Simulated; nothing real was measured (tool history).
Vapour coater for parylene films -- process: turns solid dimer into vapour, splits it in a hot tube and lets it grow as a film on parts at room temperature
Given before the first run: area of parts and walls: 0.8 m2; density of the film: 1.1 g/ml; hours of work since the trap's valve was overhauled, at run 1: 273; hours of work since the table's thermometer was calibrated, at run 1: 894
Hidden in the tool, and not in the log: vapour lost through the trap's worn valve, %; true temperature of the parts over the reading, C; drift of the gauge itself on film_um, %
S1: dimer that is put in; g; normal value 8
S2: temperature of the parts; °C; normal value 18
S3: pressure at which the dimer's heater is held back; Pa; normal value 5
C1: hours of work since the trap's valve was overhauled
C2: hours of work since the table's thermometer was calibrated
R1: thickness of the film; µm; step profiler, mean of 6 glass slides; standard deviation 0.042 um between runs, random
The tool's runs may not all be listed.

Run 1, day 0: usual settings; C1 273; C2 894. Result: R1 6.06 µm.
Run 2, day 1.988: usual settings but S1 4 g; C1 302; C2 923. Result: R1 3.01 µm.
Run 3, day 3.175: usual settings but S2 11 °C; C1 320; C2 941. Result: R1 6.89 µm.
Run 4, day 5.012: usual settings but S2 11 °C; C1 347; C2 968. Result: R1 6.9 µm.
Run 5, day 6.317: usual settings but S2 11 °C; C1 366; C2 987. Result: R1 6.82 µm.
Run 6, day 7.958: usual settings but S2 11 °C; C1 390; C2 1012. Result: R1 6.82 µm.
Run 7, day 10.608: usual settings but S2 11 °C; C1 429; C2 1051. Result: R1 6.77 µm.
Run 8, day 13.042: usual settings but S1 5 g; C1 465; C2 1087. Result: R1 3.69 µm.
Run 9, day 14.379: usual settings but S1 5 g; C1 485; C2 1106. Result: R1 3.67 µm.
Run 10, day 16.996: usual settings but S1 5 g; C1 524; C2 1145. Result: R1 3.7 µm.
At day 17.746: trap's valve overhauled.
Run 11, day 18.908: usual settings but S1 5 g; C1 17; C2 1171. Result: R1 3.9 µm.
Run 12, day 20.617: usual settings but S1 5 g; C1 42; C2 1196. Result: R1 3.9 µm.
Run 13, day 21.883: usual settings but S3 2.31 Pa; C1 61; C2 1215. Result: R1 7.52 µm.
Run 14, day 23.642: usual settings but S1 5 g, S2 11 °C; C1 87; C2 1241. Result: R1 4.45 µm.
Run 15, day 25.133: usual settings but S1 5 g, S2 11 °C; C1 109; C2 1263. Result: R1 4.45 µm.
Run 16, day 27.033: usual settings but S1 10 g, S3 7.24 Pa; C1 137; C2 1291. Result: R1 7.11 µm.
Run 17, day 29.058: usual settings but S1 14 g, S2 15 °C, S3 2.11 Pa; C1 167; C2 1321. Result: R1 13.97 µm.
Run 18, day 31.483: usual settings but S1 14 g, S2 21 °C, S3 2.11 Pa; C1 203; C2 1357. Result: R1 12.29 µm.
Run 19, day 33.379: usual settings but S1 9 g, S2 27 °C; C1 231; C2 1385. Result: R1 5.83 µm.
Run 20, day 35.392: usual settings but S1 12 g, S3 4.9 Pa; C1 261; C2 1415. Result: R1 9.08 µm.
Run 21, day 37.208: usual settings but S1 11 g, S2 28 °C, S3 4.27 Pa; C1 288; C2 1442. Result: R1 7.25 µm.
Run 22, day 38.688: usual settings but S1 5 g, S2 28 °C, S3 7.55 Pa; C1 310; C2 1463. Result: R1 2.86 µm.
Run 23, day 40.238: usual settings but S1 5 g, S2 23 °C; C1 333; C2 1486. Result: R1 3.38 µm.
Run 24, day 41.733: usual settings but S1 4 g, S3 6.99 Pa; C1 355; C2 1508. Result: R1 2.78 µm.
Run 25, day 44.075: usual settings but S1 4 g, S3 6.99 Pa; C1 389; C2 1543. Result: R1 2.75 µm.

Per-run results on a tool with no hidden state, each run keeping its own random variation:
run     R1
  1   6.21
  2    3.1
  3   7.09
  4   7.13
  5   7.06
  6   7.08
  7   7.06
  8   3.87
  9   3.86
 10    3.9
 11   3.87
 12   3.88
 13    7.5
 14   4.45
 15   4.46
 16   7.15
 17   14.1
 18  12.45
 19   5.92
 20   9.26
 21   7.42
 22   2.93
 23   3.48
 24   2.86
 25   2.84

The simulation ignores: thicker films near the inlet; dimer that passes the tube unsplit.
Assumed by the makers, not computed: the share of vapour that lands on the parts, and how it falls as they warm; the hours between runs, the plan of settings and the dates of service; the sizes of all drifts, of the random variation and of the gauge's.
